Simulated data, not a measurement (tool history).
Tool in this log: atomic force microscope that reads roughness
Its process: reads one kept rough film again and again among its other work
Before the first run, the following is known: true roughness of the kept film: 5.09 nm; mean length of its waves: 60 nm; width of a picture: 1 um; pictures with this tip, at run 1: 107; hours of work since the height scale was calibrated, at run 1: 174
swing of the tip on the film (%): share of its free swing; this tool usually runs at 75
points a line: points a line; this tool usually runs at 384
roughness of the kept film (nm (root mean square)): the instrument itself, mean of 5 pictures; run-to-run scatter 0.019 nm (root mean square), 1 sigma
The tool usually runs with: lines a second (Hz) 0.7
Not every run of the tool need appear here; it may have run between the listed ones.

run	hour	lines a second (Hz)	swing of the tip on the film (%)	points a line	pictures with this tip	hours of work since the height scale was calibrated	roughness of the kept film (nm (root mean square))
1	0	0.7	75	384	107	174	4.373
2	38.6	0.7	59	384	164	194	4.434
3	61.6	0.7	59	384	198	206	4.415
4	94.8	0.7	59	384	248	223	4.371
5	125.4	0.7	82	384	293	239	4.076
6	155.7	0.7	82	384	338	255	4.019
# hour 178.1: new tip fitted
7	194.1	0.7	82	384	24	275	4.385
8	232.5	0.7	62	384	81	295	4.553
9	248.9	0.7	62	384	105	303	4.558
10	278.2	0.7	75	384	149	319	4.355
11	305.5	0.509	75	384	189	333	4.357
12	331.4	0.7	75	384	228	347	4.244
13	351.2	0.7	75	384	257	357	4.214
14	384.7	0.7	75	384	307	374	4.183
15	417.3	0.965	75	384	355	391	4.035
# hour 427.7: new tip fitted
16	440.5	0.7	75	384	19	403	4.467
17	459.3	0.7	75	384	47	413	4.474
18	478.4	0.7	75	384	75	423	4.432
19	495.9	0.7	75	384	101	432	4.376
20	526.5	0.7	75	849	146	448	4.29
21	555	0.7	74	849	189	463	4.317
22	585.5	0.7	74	849	234	479	4.256
23	613.9	0.7	58	384	276	494	4.339
24	637.2	0.7	90	384	311	506	3.894
25	655.7	1.801	64	956	338	516	4.033
# hour 676.3: new tip fitted
26	685.4	0.7	65	763	13	531	4.617
27	723.7	0.7	75	608	70	551	4.455
28	756.3	0.7	75	333	118	568	4.384
29	788.5	1.917	75	589	166	585	3.942
30	805.4	2.342	79	352	191	594	3.625
31	834.8	2.613	82	384	235	609	3.417
32	865.6	2.613	82	384	281	625	3.351
33	886.2	2.613	55	384	311	636	4.115
34	907.7	2.613	55	384	343	647	4.076
# hour 925.4: new tip fitted
35	935.1	1.804	82	416	14	661	3.911
36	974	0.7	56	270	72	681	4.599
37	999.1	1.885	77	904	109	695	3.922
38	1026.2	1.885	77	904	149	709	3.899
39	1044.3	2.634	70	312	176	718	3.878
40	1074.7	2.379	59	312	221	734	4.161
41	1109.6	0.7	76	954	273	752	4.183
42	1148.5	0.676	67	384	330	773	4.236
# hour 1174.7: new tip fitted
43	1177	0.676	67	384	3	787	4.559
44	1202.7	0.676	67	384	41	801	4.554
45	1223.5	0.676	67	384	72	812	4.547

How would selected steps in roughness of the kept film (nm (root mean square)) from run to run divide? Give the signed amount a tool lacking its hidden state would still show from settings, what came in and random variation, and the signed amount left for the hidden state, including any gauge scatter that is not in both of the compared results.
The hidden state here: radius of the tip, nm; height scale over the true one, %; drift of the gauge itself on roughness_nm, %.
Run 25 -> 26: lines a second (Hz) 1.801 -> 0.7, swing of the tip on the film (%) 64 -> 65, points a line 956 -> 763, new tip fitted. roughness of the kept film (nm (root mean square)) +0.584: hidden state +0.392, all else +0.192.
Run 32 -> 33: swing of the tip on the film (%) 82 -> 55. roughness of the kept film (nm (root mean square)) +0.764: hidden state -0.105, all else +0.869.
Run 34 -> 35: lines a second (Hz) 2.613 -> 1.804, swing of the tip on the film (%) 55 -> 82, points a line 384 -> 416, new tip fitted. roughness of the kept film (nm (root mean square)) -0.165: hidden state +0.4, all else -0.565.
Run 35 -> 36: lines a second (Hz) 1.804 -> 0.7, swing of the tip on the film (%) 82 -> 56, points a line 416 -> 270. roughness of the kept film (nm (root mean square)) +0.688: hidden state -0.086, all else +0.774.
Run 36 -> 37: lines a second (Hz) 0.7 -> 1.885, swing of the tip on the film (%) 56 -> 77, points a line 270 -> 904. roughness of the kept film (nm (root mean square)) -0.677: hidden state -0.024, all else -0.653.
Run 42 -> 43: new tip fitted. roughness of the kept film (nm (root mean square)) +0.323: hidden state +0.389, all else -0.066.
